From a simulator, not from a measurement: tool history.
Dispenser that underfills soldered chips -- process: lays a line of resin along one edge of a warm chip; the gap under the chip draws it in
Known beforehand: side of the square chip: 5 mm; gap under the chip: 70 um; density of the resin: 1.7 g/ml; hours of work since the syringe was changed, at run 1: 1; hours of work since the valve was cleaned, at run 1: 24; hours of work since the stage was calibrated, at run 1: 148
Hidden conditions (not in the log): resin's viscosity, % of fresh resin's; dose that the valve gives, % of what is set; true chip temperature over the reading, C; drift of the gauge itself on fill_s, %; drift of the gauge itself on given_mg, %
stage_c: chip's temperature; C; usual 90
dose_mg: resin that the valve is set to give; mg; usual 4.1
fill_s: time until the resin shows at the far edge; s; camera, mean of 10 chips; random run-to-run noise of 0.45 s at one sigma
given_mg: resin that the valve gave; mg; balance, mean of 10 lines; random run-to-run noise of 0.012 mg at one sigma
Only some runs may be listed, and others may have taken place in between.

| run | hour | stage_c | dose_mg | hours of work since the syringe was changed | hours of work since the valve was cleaned | hours of work since the stage was calibrated | fill_s | given_mg |
|---|---|---|---|---|---|---|---|---|
| 1 | 0 | 90 | 4.1 | 1 | 24 | 148 | 34.9 | 4.04 |
| 2 | 3 | 90 | 4.1 | 3 | 26 | 150 | 36.5 | 4.07 |
| 3 | 6 | 90 | 4.1 | 6 | 28 | 153 | 39.2 | 4.05 |
| 4 | 11.1 | 90 | 4.1 | 9 | 32 | 156 | 45.5 | 4.03 |
|  | 14.1 | new syringe of resin |
| 5 | 16.4 | 90 | 4.1 | 2 | 36 | 160 | 35.5 | 4.05 |
| 6 | 21.9 | 90 | 4.1 | 6 | 40 | 164 | 38.1 | 4.04 |
| 7 | 25.3 | 90 | 4.1 | 8 | 42 | 166 | 43.5 | 4.02 |
| 8 | 27.9 | 90 | 4.1 | 10 | 44 | 168 | 46 | 4.02 |
|  | 30.4 | new syringe of resin |
| 9 | 30.7 | 90 | 4.1 | 0 | 46 | 170 | 33.3 | 4.03 |
| 10 | 35.2 | 90 | 4.1 | 3 | 49 | 173 | 37.2 | 4.02 |
| 11 | 39.5 | 95 | 4.38 | 7 | 52 | 176 | 34 | 4.27 |
| 12 | 44.9 | 90 | 3.59 | 11 | 56 | 180 | 50.3 | 3.51 |
|  | 46.5 | new syringe of resin |
| 13 | 49.7 | 86 | 4.95 | 2 | 59 | 184 | 39 | 4.82 |
| 14 | 54.9 | 84 | 4.7 | 6 | 63 | 187 | 48.8 | 4.57 |
| 15 | 59 | 82 | 3.83 | 9 | 66 | 190 | 61.5 | 3.72 |
|  | 62.6 | new syringe of resin |
| 16 | 63.2 | 89 | 5.2 | 0 | 69 | 193 | 32.8 | 5.05 |
| 17 | 66.6 | 78 | 4.9 | 3 | 71 | 196 | 55.1 | 4.74 |
| 18 | 69 | 85 | 3.68 | 5 | 73 | 197 | 47 | 3.56 |
| 19 | 72.5 | 105 | 4.07 | 7 | 76 | 200 | 25 | 3.95 |
| 20 | 74.9 | 90 | 3.75 | 9 | 77 | 202 | 46.3 | 3.62 |

Below are 4 alternative next runs, each starting from the tool's condition after run 20. Predict each:
|  | 78.6 | new syringe of resin |
| A | 80.8 | 80 | 4.42 | 2 | 81 | 206 | ? | ? |
|  | 78.6 | new syringe of resin |
| B | 80.8 | 75 | 3.88 | 2 | 81 | 206 | ? | ? |
|  | 78.6 | new syringe of resin |
| C | 80.8 | 88 | 3.75 | 2 | 81 | 206 | ? | ? |
|  | 78.6 | new syringe of resin |
| D | 80.8 | 83 | 3.82 | 2 | 81 | 206 | ? | ? |

| run | fill_s | given_mg |
|---|---|---|
| A | 49.6 | 4.26 |
| B | 61.4 | 3.75 |
| C | 38.1 | 3.62 |
| D | 45.6 | 3.71 |
Take away the tool's hidden state, keep each run's random variation, and the runs would have read:
| run | fill_s | given_mg |
|---|---|---|
| A | 48.4 | 4.41 |
| B | 59.8 | 3.88 |
| C | 36.9 | 3.74 |
| D | 44.2 | 3.84 |
